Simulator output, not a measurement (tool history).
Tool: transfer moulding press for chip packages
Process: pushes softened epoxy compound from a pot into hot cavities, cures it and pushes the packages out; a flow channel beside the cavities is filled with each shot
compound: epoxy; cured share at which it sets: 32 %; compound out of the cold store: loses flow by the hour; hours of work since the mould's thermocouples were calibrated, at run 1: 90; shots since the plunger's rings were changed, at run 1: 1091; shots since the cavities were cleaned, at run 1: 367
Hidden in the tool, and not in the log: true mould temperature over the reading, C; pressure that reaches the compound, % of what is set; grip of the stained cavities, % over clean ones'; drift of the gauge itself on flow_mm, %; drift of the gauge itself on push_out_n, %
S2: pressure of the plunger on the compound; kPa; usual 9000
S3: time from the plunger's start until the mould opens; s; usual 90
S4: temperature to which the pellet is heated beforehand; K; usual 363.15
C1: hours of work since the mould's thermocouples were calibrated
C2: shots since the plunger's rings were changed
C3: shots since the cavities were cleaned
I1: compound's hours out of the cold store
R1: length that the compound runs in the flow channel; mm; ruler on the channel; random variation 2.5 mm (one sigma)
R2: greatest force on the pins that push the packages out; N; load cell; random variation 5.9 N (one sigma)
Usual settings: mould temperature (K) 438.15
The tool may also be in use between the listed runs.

Run 1, hour 0.0: usual settings; C1 90; C2 1091; C3 367; I1 24.0. Result: R1 499 mm, R2 312 N.
At hour 24.8: cavities cleaned with cleaning compound and waxed.
Run 2, hour 27.8: usual settings; C1 109; C2 1494; C3 46; I1 27.6. Result: R1 492 mm, R2 238 N.
Run 3, hour 48.8: usual settings; C1 124; C2 1814; C3 366; I1 31.3. Result: R1 483 mm, R2 307 N.
Run 4, hour 61.0: usual settings; C1 133; C2 2001; C3 553; I1 13.9. Result: R1 517 mm, R2 340 N.
At hour 75.3: cavities cleaned with cleaning compound and waxed.
Run 5, hour 81.2: usual settings; C1 147; C2 2287; C3 89; I1 47.7. Result: R1 452 mm, R2 240 N.
Run 6, hour 102.9: usual settings; C1 163; C2 2619; C3 421; I1 34.9. Result: R1 472 mm, R2 326 N.
At hour 125.8: plunger's sealing rings changed.
At hour 127.3: cavities cleaned with cleaning compound and waxed.
Run 7, hour 131.9: usual settings but mould temperature (K) 432.15; C1 182; C2 69; C3 69; I1 15.4. Result: R1 536 mm, R2 327 N.
At hour 135.5: mould's thermocouples calibrated.
Run 8, hour 160.8: usual settings but mould temperature (K) 432.15; C1 19; C2 481; C3 481; I1 44.1. Result: R1 475 mm, R2 398 N.
At hour 178.8: cavities cleaned with cleaning compound and waxed.
Run 9, hour 179.4: usual settings but mould temperature (K) 432.15, S4 367.15 K; C1 31; C2 743; C3 9; I1 19.2. Result: R1 525 mm, R2 282 N.
At hour 189.3: mould's thermocouples calibrated, once more.
Run 10, hour 205.1: usual settings but S2 9200 kPa; C1 12; C2 1105; C3 371; I1 47.0. Result: R1 462 mm, R2 303 N.
At hour 230.6: cavities cleaned with cleaning compound and waxed.
Run 11, hour 231.0: usual settings but S2 9200 kPa; C1 30; C2 1479; C3 6; I1 32.0. Result: R1 487 mm, R2 213 N.
Run 12, hour 244.8: usual settings but mould temperature (K) 434.15, S2 9200 kPa; C1 40; C2 1690; C3 217; I1 42.2. Result: R1 474 mm, R2 345 N.
Run 13, hour 258.7: usual settings but mould temperature (K) 434.15, S2 9200 kPa; C1 50; C2 1902; C3 429; I1 29.2. Result: R1 505 mm, R2 394 N.
Run 14, hour 272.9: usual settings but mould temperature (K) 445.15, S2 9200 kPa, S3 79 s; C1 61; C2 2119; C3 646; I1 15.9. Result: R1 512 mm, R2 338 N.
At hour 279.8: cavities cleaned with cleaning compound and waxed.
Run 15, hour 286.7: usual settings but mould temperature (K) 441.15, S3 87 s; C1 70; C2 2309; C3 106; I1 29.4. Result: R1 485 mm, R2 243 N.
Run 16, hour 312.0: usual settings but mould temperature (K) 432.15, S3 92 s, S4 362.15 K; C1 88; C2 2695; C3 492; I1 29.5. Result: R1 497 mm, R2 447 N.
Run 17, hour 325.5: usual settings but mould temperature (K) 432.15, S3 91 s, S4 362.15 K; C1 98; C2 2901; C3 698; I1 12.6. Result: R1 529 mm, R2 518 N.
At hour 330.1: plunger's sealing rings changed.
At hour 331.6: cavities cleaned with cleaning compound and waxed.
Run 18, hour 353.6: usual settings but S2 10640 kPa, S4 361.15 K; C1 116; C2 337; C3 337; I1 47.4. Result: R1 500 mm, R2 305 N.
At hour 380.7: cavities cleaned with cleaning compound and waxed.
Run 19, hour 380.7: usual settings but mould temperature (K) 444.15; C1 135; C2 728; C3 0; I1 41.6. Result: R1 459 mm, R2 188 N.
Run 20, hour 404.4: usual settings but mould temperature (K) 431.15, S2 9270 kPa, S3 119 s; C1 153; C2 1090; C3 362; I1 40.0. Result: R1 488 mm, R2 291 N.
At hour 429.7: cavities cleaned with cleaning compound and waxed.
Run 21, hour 430.4: usual settings but S2 8430 kPa, S4 369.15 K; C1 171; C2 1466; C3 11; I1 35.7. Result: R1 461 mm, R2 224 N.
Run 22, hour 451.9: usual settings but S2 8430 kPa, S4 369.15 K; C1 186; C2 1794; C3 339; I1 16.2. Result: R1 498 mm, R2 310 N.
At hour 478.8: cavities cleaned with cleaning compound and waxed.
Run 23, hour 481.3: usual settings but mould temperature (K) 433.15, S2 8430 kPa, S3 84 s, S4 369.15 K; C1 207; C2 2222; C3 39; I1 25.9. Result: R1 485 mm, R2 343 N.
Run 24, hour 500.8: usual settings but mould temperature (K) 441.15, S2 7540 kPa, S3 87 s, S4 359.15 K; C1 222; C2 2520; C3 337; I1 43.2. Result: R1 420 mm, R2 285 N.
Run 25, hour 521.3: usual settings but mould temperature (K) 442.15, S2 8670 kPa, S3 87 s; C1 237; C2 2834; C3 651; I1 13.5. Result: R1 498 mm, R2 337 N.
At hour 528.3: cavities cleaned with cleaning compound and waxed.
At hour 532.2: plunger's sealing rings changed.
Run 26, hour 542.8: usual settings but mould temperature (K) 446.15, S2 7020 kPa, S3 121 s, S4 371.15 K; C1 250; C2 162; C3 182; I1 8.8. Result: R1 463 mm, R2 237 N.

How the hidden state differs across the entries between the runs, from the last listed run before each to the first after it:
Between runs 1 and 2: cavities cleaned with cleaning compound and waxed (hour 24.8)
  true mould temperature over the reading, C: 0.48 -> 0.5; pressure that reaches the compound, % of what is set: 97.61 -> 96.98; grip of the stained cavities, % over clean ones': 45.1 -> 11.5
  measured less the result without the state, R1: -7 -> -9 mm; R2: +97 -> +21 N
Between runs 4 and 5: cavities cleaned with cleaning compound and waxed (hour 75.3)
  true mould temperature over the reading, C: 0.54 -> 0.55; pressure that reaches the compound, % of what is set: 96.1 -> 95.61; grip of the stained cavities, % over clean ones': 61.2 -> 15.8
  measured less the result without the state, R1: -11 -> -11 mm; R2: +124 -> +30 N
Between runs 6 and 7: plunger's sealing rings changed (hour 125.8); cavities cleaned with cleaning compound and waxed (hour 127.3)
  true mould temperature over the reading, C: 0.57 -> 0.6; pressure that reaches the compound, % of what is set: 95.04 -> 99.84; grip of the stained cavities, % over clean ones': 52.2 -> 13.3
  measured less the result without the state, R1: -14 -> -2 mm; R2: +107 -> +26 N
Between runs 7 and 8: mould's thermocouples calibrated (hour 135.5)
  true mould temperature over the reading, C: 0.6 -> 0.99; pressure that reaches the compound, % of what is set: 99.84 -> 99.16; grip of the stained cavities, % over clean ones': 13.3 -> 57
  measured less the result without the state, R1: -2 -> -4 mm; R2: +26 -> +128 N
Between runs 8 and 9: cavities cleaned with cleaning compound and waxed (hour 178.8)
  true mould temperature over the reading, C: 0.99 -> 1.01; pressure that reaches the compound, % of what is set: 99.16 -> 98.71; grip of the stained cavities, % over clean ones': 57 -> 3.2
  measured less the result without the state, R1: -4 -> -5 mm; R2: +128 -> -10 N
Between runs 9 and 10: mould's thermocouples calibrated, once more (hour 189.3)
  true mould temperature over the reading, C: 1.01 -> -0.24; pressure that reaches the compound, % of what is set: 98.71 -> 98.11; grip of the stained cavities, % over clean ones': 3.2 -> 49.5
  measured less the result without the state, R1: -5 -> -4 mm; R2: -10 -> +103 N
Between runs 10 and 11: cavities cleaned with cleaning compound and waxed (hour 230.6)
  true mould temperature over the reading, C: -0.24 -> -0.21; pressure that reaches the compound, % of what is set: 98.11 -> 97.53; grip of the stained cavities, % over clean ones': 49.5 -> 3.8
  measured less the result without the state, R1: -4 -> -6 mm; R2: +103 -> +9 N
Between runs 14 and 15: cavities cleaned with cleaning compound and waxed (hour 279.8)
  true mould temperature over the reading, C: -0.17 -> -0.16; pressure that reaches the compound, % of what is set: 96.44 -> 96.1; grip of the stained cavities, % over clean ones': 65.7 -> 17.2
  measured less the result without the state, R1: -9 -> -9 mm; R2: +133 -> +36 N
Between runs 17 and 18: plunger's sealing rings changed (hour 330.1); cavities cleaned with cleaning compound and waxed (hour 331.6)
  true mould temperature over the reading, C: -0.12 -> -0.09; pressure that reaches the compound, % of what is set: 95.06 -> 99.16; grip of the stained cavities, % over clean ones': 68.8 -> 49.2
  measured less the result without the state, R1: -14 -> -2 mm; R2: +214 -> +104 N
Between runs 18 and 19: cavities cleaned with cleaning compound and waxed (hour 380.7)
  true mould temperature over the reading, C: -0.09 -> -0.06; pressure that reaches the compound, % of what is set: 99.16 -> 98.51; grip of the stained cavities, % over clean ones': 49.2 -> 0.5
  measured less the result without the state, R1: -2 -> -3 mm; R2: +104 -> +1 N
Between runs 20 and 21: cavities cleaned with cleaning compound and waxed (hour 429.7)
  true mould temperature over the reading, C: -0.04 -> -0.02; pressure that reaches the compound, % of what is set: 97.92 -> 97.28; grip of the stained cavities, % over clean ones': 46.3 -> 3.4
  measured less the result without the state, R1: -5 -> -6 mm; R2: +91 -> +8 N
Between runs 22 and 23: cavities cleaned with cleaning compound and waxed (hour 478.8)
  true mould temperature over the reading, C: 0 -> 0.03; pressure that reaches the compound, % of what is set: 96.71 -> 95.95; grip of the stained cavities, % over clean ones': 47.2 -> 9
  measured less the result without the state, R1: -8 -> -10 mm; R2: +100 -> +28 N
Between runs 25 and 26: cavities cleaned with cleaning compound and waxed (hour 528.3); plunger's sealing rings changed (hour 532.2)
  true mould temperature over the reading, C: 0.07 -> 0.09; pressure that reaches the compound, % of what is set: 94.99 -> 99.23; grip of the stained cavities, % over clean ones': 66.2 -> 28.6
  measured less the result without the state, R1: -13 -> -2 mm; R2: +133 -> +52 N
